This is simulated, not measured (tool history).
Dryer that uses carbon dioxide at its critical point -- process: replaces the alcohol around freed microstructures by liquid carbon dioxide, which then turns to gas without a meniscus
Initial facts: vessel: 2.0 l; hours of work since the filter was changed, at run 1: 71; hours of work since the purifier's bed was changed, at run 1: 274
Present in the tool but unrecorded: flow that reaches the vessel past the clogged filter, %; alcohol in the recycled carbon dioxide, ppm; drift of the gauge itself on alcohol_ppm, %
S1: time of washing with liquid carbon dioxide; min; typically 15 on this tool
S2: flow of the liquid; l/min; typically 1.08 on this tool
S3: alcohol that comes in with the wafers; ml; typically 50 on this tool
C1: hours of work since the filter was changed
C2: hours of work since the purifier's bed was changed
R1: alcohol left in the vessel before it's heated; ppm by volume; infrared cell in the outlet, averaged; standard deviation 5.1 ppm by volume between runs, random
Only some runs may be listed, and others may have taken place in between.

{"run": 1, "hour": 0.0, "S1": 15, "S2": 1.08, "S3": 50, "C1": 71, "C2": 274, "R1": 160}
{"run": 2, "hour": 17.5, "S1": 15, "S2": 1.08, "S3": 50, "C1": 82, "C2": 286, "R1": 163}
{"run": 3, "hour": 27.9, "S1": 15, "S2": 1.08, "S3": 50, "C1": 89, "C2": 293, "R1": 165}
{"run": 4, "hour": 39.4, "S1": 15, "S2": 1.08, "S3": 50, "C1": 97, "C2": 300, "R1": 165}
{"run": 5, "hour": 57.1, "S1": 15, "S2": 1.08, "S3": 50, "C1": 109, "C2": 312, "R1": 184}
{"run": 6, "hour": 68.2, "S1": 15, "S2": 1.08, "S3": 50, "C1": 116, "C2": 320, "R1": 181}
{"run": 7, "hour": 79.6, "S1": 15, "S2": 1.08, "S3": 50, "C1": 124, "C2": 327, "R1": 189}
{"run": 8, "hour": 94.8, "S1": 22, "S2": 1.08, "S3": 50, "C1": 134, "C2": 337, "R1": 100}
{"run": 9, "hour": 108.3, "S1": 13, "S2": 1.08, "S3": 50, "C1": 143, "C2": 346, "R1": 316}
{"run": 10, "hour": 123.6, "S1": 13, "S2": 1.08, "S3": 50, "C1": 153, "C2": 357, "R1": 325}
{"run": 11, "hour": 139.3, "S1": 23, "S2": 0.92, "S3": 50, "C1": 164, "C2": 367, "R1": 118}
{"run": 12, "hour": 151.2, "S1": 23, "S2": 1.33, "S3": 37, "C1": 172, "C2": 375, "R1": 102}
{"run": 13, "hour": 164.0, "S1": 18, "S2": 1.33, "S3": 93, "C1": 180, "C2": 383, "R1": 119}
{"run": 14, "hour": 177.2, "S1": 13, "S2": 0.94, "S3": 31, "C1": 189, "C2": 392, "R1": 378}
{"run": 15, "hour": 190.8, "S1": 13, "S2": 0.94, "S3": 31, "C1": 198, "C2": 401, "R1": 390}
{"run": 16, "hour": 201.4, "S1": 13, "S2": 1.53, "S3": 31, "C1": 205, "C2": 408, "R1": 129}
{"run": 17, "hour": 218.1, "S1": 13, "S2": 1.53, "S3": 31, "C1": 216, "C2": 420, "R1": 135}
{"run": 18, "hour": 228.0, "S1": 19, "S2": 0.94, "S3": 103, "C1": 223, "C2": 426, "R1": 272}
{"run": 19, "hour": 241.2, "S1": 14, "S2": 0.68, "S3": 65, "C1": 232, "C2": 435, "R1": 1512}

Below are 5 alternative next runs, each starting from the tool's condition after run 19. Predict each:
{"run": "A", "hour": 254.3, "S1": 15, "S2": 1.55, "S3": 50, "C1": 240, "C2": 444, "R1": "?"}
{"run": "B", "hour": 254.3, "S1": 19, "S2": 0.8, "S3": 70, "C1": 240, "C2": 444, "R1": "?"}
{"run": "C", "hour": 254.3, "S1": 13, "S2": 0.68, "S3": 65, "C1": 240, "C2": 444, "R1": "?"}
{"run": "D", "hour": 254.3, "S1": 23, "S2": 0.89, "S3": 69, "C1": 240, "C2": 444, "R1": "?"}
{"run": "E", "hour": 254.3, "S1": 15, "S2": 1.24, "S3": 50, "C1": 240, "C2": 444, "R1": "?"}

run=A R1=135
run=B R1=361
run=C R1=1904
run=D R1=164
run=E R1=189
Take away the tool's hidden state, keep each run's random variation, and the runs would have read:
run=A R1=12
run=B R1=138
run=C R1=1258
run=D R1=26
run=E R1=42
